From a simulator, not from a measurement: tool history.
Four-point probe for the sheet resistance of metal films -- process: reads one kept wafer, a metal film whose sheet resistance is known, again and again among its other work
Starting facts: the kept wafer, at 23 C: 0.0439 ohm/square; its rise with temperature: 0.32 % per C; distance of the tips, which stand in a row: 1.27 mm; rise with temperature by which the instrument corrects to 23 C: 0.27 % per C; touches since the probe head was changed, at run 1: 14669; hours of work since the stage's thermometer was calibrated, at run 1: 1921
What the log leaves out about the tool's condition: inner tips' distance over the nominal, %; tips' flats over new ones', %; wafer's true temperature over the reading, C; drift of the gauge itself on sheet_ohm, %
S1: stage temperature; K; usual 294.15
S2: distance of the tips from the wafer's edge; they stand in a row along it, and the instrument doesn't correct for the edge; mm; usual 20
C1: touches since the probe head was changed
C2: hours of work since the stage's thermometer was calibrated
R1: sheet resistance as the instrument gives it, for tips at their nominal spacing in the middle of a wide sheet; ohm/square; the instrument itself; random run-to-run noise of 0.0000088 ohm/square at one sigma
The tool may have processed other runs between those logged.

run	hour	S1	S2	C1	C2	R1
1	0	294.15	20	14669	1921	0.043818
2	16.6	294.15	20	15172	1933	0.043832
3	31.6	298.15	20	15626	1944	0.043911
4	53.3	294.15	6	16286	1960	0.044755
5	65.2	307.15	20	16647	1968	0.044097
6	75.4	307.15	20	16955	1976	0.044083
7	87.6	306.15	20	17325	1984	0.044087
8	107.4	294.15	22	17927	1999	0.043807
9	129.3	294.15	22	18592	2015	0.043805
10	149.3	294.15	22	19200	2029	0.04383
11	169.9	294.15	22	19823	2044	0.043806
12	183.2	294.15	22	20228	2054	0.043802
13	207.1	294.15	22	20951	2071	0.04383
14	224	294.15	20	21465	2083	0.043828
15	234.3	294.15	20	21777	2091	0.043829
16	254.8	294.15	29	22400	2106	0.043797
17	271.7	294.15	20	22912	2118	0.043828
18	287.6	294.15	20	23394	2129	0.043838
19	311.7	294.15	20	24125	2147	0.043851
20	332.1	294.15	42	24745	2162	0.043776
21	356.4	296.15	20	25481	2179	0.043884
22	369.7	296.15	20	25885	2189	0.043887
23	394	296.15	20	26621	2206	0.04389
24	410.6	298.15	6	27126	2218	0.044864
# hour 413.3: stage's thermometer calibrated
25	434.9	298.15	6	27849	16	0.044834
26	450.4	299.15	61	28319	27	0.043813
27	468.4	305.15	6	28864	40	0.044979
# hour 478: stage's thermometer calibrated, once more
28	484.6	306.15	7	29340	5	0.044876
29	508.8	294.15	9	30073	22	0.044312
30	530.2	294.15	9	30723	38	0.044339
31	547.6	294.15	9	31251	50	0.044321
32	570.3	294.15	9	31941	67	0.044317
33	592.7	300.15	68	32620	83	0.043993
34	605.4	296.15	24	33004	92	0.043971
35	627.6	298.15	5	33679	108	0.045423
36	651	291.15	74	34390	125	0.043807
37	667.1	291.15	4	34877	137	0.046038
38	679.7	306.15	16	35258	146	0.044257
39	691.2	306.15	16	35609	154	0.044284
40	710.5	295.15	36	36195	168	0.043917
41	734.6	306.15	4	36924	186	0.046392
42	754.6	303.15	21	37530	200	0.044168
43	772.1	305.15	33	38064	213	0.044135

4 ways to go on from here, each from the tool as it stands after run 43. What would each give?
A	782.3	293.15	11	38372	220	?
B	782.3	305.15	4	38372	220	?
C	782.3	292.15	24	38372	220	?
D	782.3	306.15	10	38372	220	?

run	R1
A	0.04416
B	0.046371
C	0.043889
D	0.044517
With no hidden state in the tool, these same runs would have given:
run	R1
A	0.044145
B	0.046355
C	0.043874
D	0.044502
